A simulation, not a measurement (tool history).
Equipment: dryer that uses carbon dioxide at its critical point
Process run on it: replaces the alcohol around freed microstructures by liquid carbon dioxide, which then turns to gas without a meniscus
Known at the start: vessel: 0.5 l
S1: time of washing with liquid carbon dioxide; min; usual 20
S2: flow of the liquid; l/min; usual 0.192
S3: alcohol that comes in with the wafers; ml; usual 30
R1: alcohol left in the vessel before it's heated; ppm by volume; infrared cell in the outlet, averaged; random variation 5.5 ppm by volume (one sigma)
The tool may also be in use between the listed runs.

Run 1, hour 0.0: usual settings. Result: R1 203 ppm by volume.
Run 2, hour 26.4: usual settings. Result: R1 223 ppm by volume.
Run 3, hour 49.9: usual settings. Result: R1 214 ppm by volume.
Run 4, hour 64.1: usual settings but S3 28 ml. Result: R1 215 ppm by volume.
Run 5, hour 81.9: usual settings. Result: R1 233 ppm by volume.
Run 6, hour 99.5: usual settings. Result: R1 225 ppm by volume.
Run 7, hour 117.4: usual settings but S2 0.232 l/min. Result: R1 101 ppm by volume.
Run 8, hour 135.5: usual settings. Result: R1 245 ppm by volume.
Run 9, hour 155.5: usual settings. Result: R1 245 ppm by volume.
Run 10, hour 175.9: usual settings. Result: R1 254 ppm by volume.
At hour 195.4: purifier's bed changed.
Run 11, hour 203.2: usual settings. Result: R1 201 ppm by volume.
Run 12, hour 224.5: usual settings. Result: R1 209 ppm by volume.

Predict the results of run 13:
Run 13, hour 244.2: usual settings but S1 28 min, S2 0.270 l/min, S3 48 ml. Result: R1 ?.

Run 13 measured R1 14 ppm by volume.
Minus the tool's unlogged condition, the same run would have read R1 10 ppm by volume.
